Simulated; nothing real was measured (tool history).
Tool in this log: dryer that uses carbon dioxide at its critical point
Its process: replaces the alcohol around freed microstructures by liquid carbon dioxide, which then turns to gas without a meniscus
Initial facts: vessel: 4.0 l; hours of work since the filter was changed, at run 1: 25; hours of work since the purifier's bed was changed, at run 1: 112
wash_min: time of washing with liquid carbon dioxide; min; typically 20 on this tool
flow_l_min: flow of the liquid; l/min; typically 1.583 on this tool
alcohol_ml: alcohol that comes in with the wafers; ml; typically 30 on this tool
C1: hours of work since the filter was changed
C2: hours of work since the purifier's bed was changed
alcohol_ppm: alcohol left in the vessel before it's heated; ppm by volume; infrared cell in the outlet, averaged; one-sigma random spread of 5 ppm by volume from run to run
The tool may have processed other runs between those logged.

Run 1, hour 0: usual settings; C1 25; C2 112. Result: alcohol_ppm 40 ppm by volume.
Run 2, hour 15.5: usual settings but alcohol_ml 25 ml; C1 31; C2 118. Result: alcohol_ppm 38 ppm by volume.
Run 3, hour 32.2: usual settings but alcohol_ml 25 ml; C1 38; C2 125. Result: alcohol_ppm 42 ppm by volume.
Run 4, hour 44.1: usual settings but alcohol_ml 25 ml; C1 43; C2 130. Result: alcohol_ppm 36 ppm by volume.
Run 5, hour 56.1: usual settings but alcohol_ml 25 ml; C1 48; C2 135. Result: alcohol_ppm 37 ppm by volume.
Run 6, hour 66.7: usual settings but wash_min 19 min; C1 52; C2 140. Result: alcohol_ppm 48 ppm by volume.
Run 7, hour 77.9: usual settings but wash_min 19 min; C1 57; C2 144. Result: alcohol_ppm 46 ppm by volume.
Run 8, hour 94.8: usual settings but wash_min 19 min; C1 64; C2 151. Result: alcohol_ppm 48 ppm by volume.
Run 9, hour 102.9: usual settings but alcohol_ml 92 ml; C1 67; C2 154. Result: alcohol_ppm 63 ppm by volume.
Run 10, hour 112.9: usual settings but alcohol_ml 92 ml; C1 71; C2 158. Result: alcohol_ppm 54 ppm by volume.

Run 11 has not been measured yet. What should we expect?
Run 11, hour 125: usual settings but alcohol_ml 92 ml; C1 76; C2 163. Result: alcohol_ppm ?.

{"run 11": {"alcohol_ppm": 63}}
If the tool had no hidden condition, the same run with the same run-to-run variation would have returned alcohol_ppm 22 ppm by volume.
